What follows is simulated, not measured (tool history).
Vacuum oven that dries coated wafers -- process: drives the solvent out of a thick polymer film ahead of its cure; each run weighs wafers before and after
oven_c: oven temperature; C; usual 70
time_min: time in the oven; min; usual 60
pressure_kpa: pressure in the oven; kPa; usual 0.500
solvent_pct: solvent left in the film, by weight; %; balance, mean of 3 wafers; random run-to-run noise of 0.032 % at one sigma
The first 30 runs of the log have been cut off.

run,hour,oven_c,time_min,pressure_kpa,hours of work since the thermocouples were calibrated,hours of work since the vacuum gauge was cleaned of residue,solvent_pct
31,1434.2,57,39,0.500,1145,2046,4.49
# hour 1456.3: vacuum gauge cleaned of residue and calibrated
32,1467.1,81,66,0.500,1161,6,0.14
33,1501.3,68,79,0.586,1179,23,0.50
34,1550.8,68,79,0.586,1204,48,0.61
35,1588.3,68,79,0.586,1223,67,0.53
36,1655.4,68,79,0.586,1257,101,0.53
37,1689.2,68,79,0.586,1274,119,0.56
38,1735.5,68,79,0.586,1298,142,0.49
39,1787.6,77,36,1.013,1325,169,1.31
40,1846.4,77,60,0.720,1355,199,0.42
41,1899.0,77,60,0.720,1381,225,0.41
42,1946.5,77,60,0.720,1406,250,0.36
43,2001.2,75,66,0.720,1433,278,0.44
44,2039.5,65,44,0.782,1453,297,2.42
# hour 2065.7: oven's thermocouples calibrated
45,2084.9,65,60,1.087,10,319,1.37
46,2128.0,78,60,0.787,32,341,0.36
47,2169.5,78,60,0.299,53,362,0.22
48,2202.2,78,60,0.299,70,379,0.27

3 options for the next run, each taken on its own from the tool as it stands now. Forecast them:
A,2244.9,78,59,1.204,91,401,?
B,2244.9,78,60,0.879,91,401,?
C,2244.9,70,58,1.229,91,401,?

run,solvent_pct
A,0.42
B,0.42
C,0.91
With the hidden condition removed and each run's random variation left untouched, the same runs would have given:
run,solvent_pct
A,0.37
B,0.37
C,0.82
